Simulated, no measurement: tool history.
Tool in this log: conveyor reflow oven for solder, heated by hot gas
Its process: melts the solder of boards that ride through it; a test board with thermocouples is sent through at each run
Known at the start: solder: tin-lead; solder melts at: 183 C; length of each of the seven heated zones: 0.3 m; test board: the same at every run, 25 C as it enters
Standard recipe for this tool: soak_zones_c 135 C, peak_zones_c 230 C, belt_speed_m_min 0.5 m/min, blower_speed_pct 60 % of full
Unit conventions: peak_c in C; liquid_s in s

| run | day | soak_zones_c | peak_zones_c | belt_speed_m_min | blower_speed_pct | peak_c | liquid_s |
|---|---|---|---|---|---|---|---|
| 1 | 0 | 135 | 230 | 0.5 | 60 | 217 | 54.7 |
| 2 | 0.471 | 135 | 230 | 0.5 | 60 | 217.9 | 54.9 |
| 3 | 0.804 | 135 | 230 | 0.5 | 60 | 217.1 | 54.9 |
| 4 | 1.267 | 130 | 230 | 0.5 | 60 | 217 | 51.9 |
| 5 | 1.475 | 130 | 230 | 0.5 | 60 | 216.1 | 51.9 |
| 6 | 1.746 | 130 | 230 | 0.5 | 60 | 216.8 | 52.1 |
| 7 | 2.138 | 130 | 230 | 0.5 | 60 | 216.6 | 51.6 |
| 8 | 2.429 | 135 | 230 | 0.5 | 67 | 219.7 | 56.7 |
| 9 | 2.792 | 135 | 230 | 0.5 | 67 | 219.2 | 55.2 |
| 10 | 3.062 | 135 | 230 | 0.5 | 60 | 217.1 | 54.8 |
| 11 | 3.371 | 135 | 230 | 0.5 | 60 | 217.8 | 54.5 |
| 12 | 3.729 | 135 | 230 | 0.5 | 60 | 218.2 | 53.7 |
| 13 | 4.221 | 135 | 230 | 0.5 | 60 | 217 | 54.7 |
| 14 | 4.717 | 135 | 230 | 0.5 | 60 | 218.4 | 54.2 |
| 15 | 5.154 | 135 | 230 | 0.5 | 56 | 216.1 | 54.1 |
| 16 | 5.571 | 142 | 230 | 0.508 | 60 | 218.1 | 56.6 |
| 17 | 5.962 | 135 | 222 | 0.404 | 50 | 212.9 | 64.9 |
| 18 | 6.262 | 133 | 222 | 0.482 | 50 | 208.3 | 46.9 |
| 19 | 6.625 | 121 | 227 | 0.523 | 79 | 215.6 | 47.7 |
| 20 | 6.829 | 131 | 227 | 0.486 | 75 | 218.6 | 56.8 |
| 21 | 7.262 | 131 | 227 | 0.486 | 75 | 218.4 | 56.4 |
| 22 | 7.592 | 131 | 227 | 0.486 | 75 | 218.7 | 57 |
| 23 | 7.804 | 146 | 227 | 0.579 | 75 | 216.2 | 48.4 |

What will run 24 give?
| 24 | 8.196 | 145 | 232 | 0.424 | 54 | ? | ? |

{"run 24": {"peak_c": 223.6, "liquid_s": 72}}
Were there no unlogged condition in the tool, this run, its random variation unchanged, would have produced peak_c 222.6 C, liquid_s 71 s.
